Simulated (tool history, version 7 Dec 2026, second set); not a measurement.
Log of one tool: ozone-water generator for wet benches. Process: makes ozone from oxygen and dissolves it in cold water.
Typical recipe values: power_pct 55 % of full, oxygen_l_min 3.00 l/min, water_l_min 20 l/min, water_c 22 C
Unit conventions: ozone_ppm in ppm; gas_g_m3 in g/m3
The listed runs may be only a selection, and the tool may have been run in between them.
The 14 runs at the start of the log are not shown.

run    hour  power_pct  oxygen_l_min  water_l_min  water_c  hours of work since the electrodes were changed  hours of work since the contactor was cleaned  hours of work since the thermometer was calibrated  ozone_ppm  gas_g_m3
 15   697.2         55          5.05           20       22                                              460                                            191                                                1928       15.7     180.3
 16   739.8         55          5.05           20       22                                              487                                            217                                                1955       15.5     180.4
 17   791.4         55          5.05           20       22                                              519                                            250                                                1987       15.3     180.5
 18   851.7         69          2.04           16       26                                              557                                            288                                                2025       18.6     331.6
 19   915.8         55          1.70           22       25                                              598                                            328                                                2066       10.9     295.8
 20   953.4         55          3.00           15       22                                              621                                            352                                                2089       18.0     228.2
      975.6  -- gauge calibrated
 21   997.2         47          3.82           22       20                                              649                                            379                                                2117       12.2     174.1
 22  1047.9         71          3.82           22       20                                              681                                            411                                                2149       18.1     252.1
 23  1095.3         55          3.00           20       22                                              711                                            441                                                2178       14.4     223.4
 24  1135.0         55          3.00           20       22                                              736                                            466                                                2204       14.5     222.7
 25  1202.5         55          1.64           30       22                                              778                                            509                                                2246        8.0     293.1
 26  1239.0         55          1.64           25       22                                              801                                            532                                                2269        9.5     294.6
 27  1290.5         55          2.14           12       22                                              833                                            564                                                2301       20.3     261.2
 28  1323.8         41          3.00           20       22                                              854                                            585                                                2322       10.8     172.0
 29  1390.8         56          4.69           28       22                                              897                                            627                                                2364       11.9     186.7
 30  1430.8         56          4.69           28       22                                              922                                            652                                                2390       11.9     188.9
 31  1463.9         67          1.96           21       17                                              943                                            673                                                2410       15.2     329.3
 32  1508.4         99          3.00           20       22                                              971                                            701                                                2439       24.4     386.7
 33  1545.2         99          3.00           20       22                                              994                                            724                                                2462       24.6     389.3

Predict each of these 4 candidate next runs independently; none follows another, all start after run 33:
  A  1593.0         55          2.91           20       22                                             1024                                            754                                                2492          ?         ?
  B  1593.0         99          3.00           13       22                                             1024                                            754                                                2492          ?         ?
  C  1593.0         55          4.27           16       22                                             1024                                            754                                                2492          ?         ?
  D  1593.0         42          3.00           20       22                                             1024                                            754                                                2492          ?         ?

run  ozone_ppm  gas_g_m3
  A       14.2     227.9
  B       34.8     387.8
  C       18.1     193.5
  D       11.2     177.0
Without the tool's unlogged condition, the same runs would have read:
run  ozone_ppm  gas_g_m3
  A       14.2     224.0
  B       34.8     381.3
  C       18.1     190.3
  D       11.2     174.0

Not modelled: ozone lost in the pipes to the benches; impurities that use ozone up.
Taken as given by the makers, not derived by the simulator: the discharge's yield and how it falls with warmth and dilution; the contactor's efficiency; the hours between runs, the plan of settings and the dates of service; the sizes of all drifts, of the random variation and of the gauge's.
